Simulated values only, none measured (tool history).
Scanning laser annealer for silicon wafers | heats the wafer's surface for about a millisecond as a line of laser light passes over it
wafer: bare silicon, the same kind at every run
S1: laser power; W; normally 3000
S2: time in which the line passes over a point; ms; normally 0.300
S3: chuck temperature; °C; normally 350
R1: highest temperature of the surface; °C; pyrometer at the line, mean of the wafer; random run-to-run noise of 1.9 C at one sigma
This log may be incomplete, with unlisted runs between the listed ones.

run 1 hour=0.0 | S1=3000 S2=0.300 S3=350 | R1=1063
run 2 hour=6.1 | S1=3000 S2=0.300 S3=350 | R1=1064
run 3 hour=16.2 | S1=3000 S2=0.300 S3=350 | R1=1060
run 4 hour=24.8 | S1=3000 S2=0.300 S3=350 | R1=1061
run 5 hour=30.4 | S1=3054 S2=0.300 S3=350 | R1=1072
run 6 hour=42.0 | S1=3054 S2=0.300 S3=350 | R1=1070
run 7 hour=52.1 | S1=3054 S2=0.300 S3=350 | R1=1072
run 8 hour=57.1 | S1=3000 S2=0.300 S3=350 | R1=1056
run 9 hour=68.9 | S1=3000 S2=0.300 S3=350 | R1=1059
run 10 hour=76.9 | S1=3000 S2=0.300 S3=350 | R1=1055
run 11 hour=87.7 | S1=3000 S2=0.324 S3=350 | R1=1082
run 12 hour=95.0 | S1=3000 S2=0.324 S3=350 | R1=1081
run 13 hour=100.7 | S1=3000 S2=0.300 S3=350 | R1=1052
run 14 hour=105.6 | S1=2658 S2=0.300 S3=334 | R1=967
run 15 hour=116.1 | S1=2617 S2=0.212 S3=378 | R1=902
run 16 hour=120.8 | S1=2617 S2=0.212 S3=378 | R1=901
run 17 hour=130.5 | S1=2999 S2=0.341 S3=348 | R1=1095
run 18 hour=138.9 | S1=2999 S2=0.341 S3=348 | R1=1092
run 19 hour=144.0 | S1=3092 S2=0.341 S3=348 | R1=1114
run 20 hour=152.1 | S1=2724 S2=0.295 S3=357 | R1=995
run 21 hour=160.2 | S1=2913 S2=0.252 S3=350 | R1=976
run 22 hour=170.2 | S1=2913 S2=0.252 S3=350 | R1=976
run 23 hour=176.8 | S1=2913 S2=0.252 S3=350 | R1=975
run 24 hour=183.7 | S1=2885 S2=0.339 S3=315 | R1=1030
run 25 hour=194.5 | S1=2947 S2=0.300 S3=324 | R1=1014
run 26 hour=201.0 | S1=2947 S2=0.300 S3=324 | R1=1011

Branching from run 26: 5 alternative next runs. What would each branch give?
run A hour=209.0 | S1=2947 S2=0.371 S3=324 | R1=?
run B hour=209.0 | S1=2947 S2=0.225 S3=324 | R1=?
run C hour=209.0 | S1=3243 S2=0.324 S3=363 | R1=?
run D hour=209.0 | S1=2947 S2=0.300 S3=349 | R1=?
run E hour=209.0 | S1=3013 S2=0.300 S3=355 | R1=?

run=A R1=1084
run=B R1=918
run=C R1=1137
run=D R1=1035
run=E R1=1055
Stripped of hidden state, with their random variation kept, the same runs would have yielded:
run=A R1=1126
run=B R1=951
run=C R1=1181
run=D R1=1073
run=E R1=1094
